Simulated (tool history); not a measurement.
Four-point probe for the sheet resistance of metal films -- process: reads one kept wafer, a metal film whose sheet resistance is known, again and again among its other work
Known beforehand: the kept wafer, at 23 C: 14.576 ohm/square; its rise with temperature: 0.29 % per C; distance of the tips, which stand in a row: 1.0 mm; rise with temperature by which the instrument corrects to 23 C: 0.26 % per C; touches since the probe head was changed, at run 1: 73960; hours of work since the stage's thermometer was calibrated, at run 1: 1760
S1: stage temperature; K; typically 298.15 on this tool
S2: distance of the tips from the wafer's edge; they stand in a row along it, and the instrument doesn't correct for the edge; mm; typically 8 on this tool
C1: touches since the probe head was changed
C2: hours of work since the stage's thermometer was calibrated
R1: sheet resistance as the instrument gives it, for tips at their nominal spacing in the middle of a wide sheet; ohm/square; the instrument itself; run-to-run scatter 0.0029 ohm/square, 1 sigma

{"run": 1, "hour": 0.0, "S1": 298.15, "S2": 8, "C1": 73960, "C2": 1760, "R1": 14.821943}
{"run": 2, "hour": 44.0, "S1": 298.15, "S2": 8, "C1": 75723, "C2": 1792, "R1": 14.828368}
{"run": 3, "hour": 87.0, "S1": 301.15, "S2": 8, "C1": 77445, "C2": 1823, "R1": 14.84484}
{"run": 4, "hour": 113.8, "S1": 301.15, "S2": 8, "C1": 78518, "C2": 1843, "R1": 14.845307}
{"run": 5, "hour": 147.5, "S1": 301.15, "S2": 8, "C1": 79866, "C2": 1867, "R1": 14.847101}
{"run": 6, "hour": 188.4, "S1": 298.15, "S2": 62, "C1": 81504, "C2": 1897, "R1": 14.718056}
{"run": 7, "hour": 227.2, "S1": 298.15, "S2": 62, "C1": 83059, "C2": 1925, "R1": 14.718918}
{"run": 8, "hour": 250.1, "S1": 298.15, "S2": 62, "C1": 83974, "C2": 1941, "R1": 14.722541}
{"run": 9, "hour": 296.7, "S1": 298.15, "S2": 4, "C1": 85840, "C2": 1975, "R1": 15.201949}
{"hour": 300.5, "done": "stage's thermometer calibrated"}
{"run": 10, "hour": 327.0, "S1": 298.15, "S2": 4, "C1": 87034, "C2": 19, "R1": 15.211913}
{"run": 11, "hour": 348.3, "S1": 298.15, "S2": 4, "C1": 87884, "C2": 35, "R1": 15.2232}
{"run": 12, "hour": 373.2, "S1": 298.15, "S2": 4, "C1": 88883, "C2": 53, "R1": 15.224113}
{"run": 13, "hour": 422.4, "S1": 298.15, "S2": 3, "C1": 90852, "C2": 88, "R1": 15.571346}
{"run": 14, "hour": 467.7, "S1": 305.15, "S2": 6, "C1": 92669, "C2": 121, "R1": 14.991623}
{"run": 15, "hour": 509.4, "S1": 303.15, "S2": 20, "C1": 94338, "C2": 151, "R1": 14.789874}
{"run": 16, "hour": 533.6, "S1": 303.15, "S2": 5, "C1": 95304, "C2": 169, "R1": 15.080067}
{"run": 17, "hour": 570.6, "S1": 302.15, "S2": 27, "C1": 96789, "C2": 196, "R1": 14.779733}
{"run": 18, "hour": 601.5, "S1": 302.15, "S2": 27, "C1": 98025, "C2": 218, "R1": 14.783118}
{"run": 19, "hour": 622.6, "S1": 302.15, "S2": 27, "C1": 98870, "C2": 233, "R1": 14.784019}
{"run": 20, "hour": 644.7, "S1": 301.15, "S2": 4, "C1": 99753, "C2": 249, "R1": 15.249266}

5 options for the next run, each taken on its own from the tool as it stands now. Forecast them:
{"run": "A", "hour": 674.8, "S1": 304.15, "S2": 8, "C1": 100957, "C2": 271, "R1": "?"}
{"run": "B", "hour": 674.8, "S1": 292.15, "S2": 27, "C1": 100957, "C2": 271, "R1": "?"}
{"run": "C", "hour": 674.8, "S1": 298.15, "S2": 11, "C1": 100957, "C2": 271, "R1": "?"}
{"run": "D", "hour": 674.8, "S1": 303.15, "S2": 4, "C1": 100957, "C2": 271, "R1": "?"}
{"run": "E", "hour": 674.8, "S1": 307.15, "S2": 8, "C1": 100957, "C2": 271, "R1": "?"}

run=A R1=14.908927
run=B R1=14.749851
run=C R1=14.825511
run=D R1=15.265118
run=E R1=14.920566
Without the tool's unlogged condition, the same runs would have read:
run=A R1=14.732004
run=B R1=14.574812
run=C R1=14.649573
run=D R1=15.084339
run=E R1=14.743481

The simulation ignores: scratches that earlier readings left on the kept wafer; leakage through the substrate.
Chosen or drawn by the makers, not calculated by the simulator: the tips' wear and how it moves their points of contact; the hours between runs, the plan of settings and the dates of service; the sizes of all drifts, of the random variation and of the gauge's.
